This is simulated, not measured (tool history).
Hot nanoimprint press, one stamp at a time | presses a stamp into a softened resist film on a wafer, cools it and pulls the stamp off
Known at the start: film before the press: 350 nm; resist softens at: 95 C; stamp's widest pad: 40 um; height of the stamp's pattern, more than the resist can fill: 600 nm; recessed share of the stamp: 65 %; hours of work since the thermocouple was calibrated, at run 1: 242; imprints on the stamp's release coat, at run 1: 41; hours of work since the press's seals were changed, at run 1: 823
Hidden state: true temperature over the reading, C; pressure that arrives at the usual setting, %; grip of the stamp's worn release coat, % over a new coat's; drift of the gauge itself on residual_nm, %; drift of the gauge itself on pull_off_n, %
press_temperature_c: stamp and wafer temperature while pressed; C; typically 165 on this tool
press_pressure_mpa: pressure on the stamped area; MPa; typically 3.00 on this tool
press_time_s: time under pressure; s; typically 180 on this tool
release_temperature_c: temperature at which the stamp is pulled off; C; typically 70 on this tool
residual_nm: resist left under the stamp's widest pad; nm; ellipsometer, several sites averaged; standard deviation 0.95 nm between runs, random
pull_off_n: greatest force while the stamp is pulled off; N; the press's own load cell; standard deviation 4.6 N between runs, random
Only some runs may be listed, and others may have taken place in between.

run   hour  press_temperature_c  press_pressure_mpa  press_time_s  release_temperature_c  hours of work since the thermocouple was calibrated  imprints on the stamp's release coat  hours of work since the press's seals were changed  residual_nm  pull_off_n
  1    0.0                  165                3.00           180                     70                                                  242                                    41                                                 823        133.4         231
  2   24.1                  165                3.00           180                     70                                                  260                                   150                                                 841        133.4         234
      55.2  -- press's hydraulic seals changed and the load cell set to zero
  3   64.6                  165                3.00           180                     70                                                  283                                   298                                                   7        133.4         224
  4   83.3                  165                3.00           180                     70                                                  297                                   383                                                  20        133.4         230
  5  103.6                  165                3.00           180                     70                                                  312                                   475                                                  35        133.5         230
  6  120.5                  165                3.00           180                     70                                                  324                                   552                                                  48        134.7         228
  7  138.8                  165                3.00           180                     70                                                  337                                   634                                                  61        134.0         230
  8  164.0                  170                3.00           180                     75                                                  356                                   749                                                  79        105.1         213
  9  194.6                  156                3.00           180                     70                                                  378                                   888                                                 102        201.9         232
 10  225.1                  172                3.00           180                     70                                                  400                                  1026                                                 124         95.7         228
 11  256.1                  172                3.00           180                     70                                                  423                                  1167                                                 146         97.3         226
 12  272.7                  172                3.00           180                     59                                                  435                                  1242                                                 158         96.1         257
 13  300.9                  165                3.00           109                     59                                                  455                                  1370                                                 179        164.4         264

Predict each of these 3 candidate next runs independently; none follows another, all start after run 13:
     318.1  -- stamp cleaned and given a new release coat
  A  322.6                  160                3.09           180                     77                                                  467                                    20                                                 190            ?           ?
     318.1  -- stamp cleaned and given a new release coat
  B  322.6                  158                3.00           180                     69                                                  467                                    20                                                 190            ?           ?
     318.1  -- stamp cleaned and given a new release coat
  C  322.6                  162                3.00           109                     58                                                  467                                    20                                                 190            ?           ?

run  residual_nm  pull_off_n
  A        168.2         210
  B        184.8         231
  C        186.5         258
With no hidden state in the tool, these same runs would have given:
run  residual_nm  pull_off_n
  A        168.5         210
  B        185.1         231
  C        186.8         258

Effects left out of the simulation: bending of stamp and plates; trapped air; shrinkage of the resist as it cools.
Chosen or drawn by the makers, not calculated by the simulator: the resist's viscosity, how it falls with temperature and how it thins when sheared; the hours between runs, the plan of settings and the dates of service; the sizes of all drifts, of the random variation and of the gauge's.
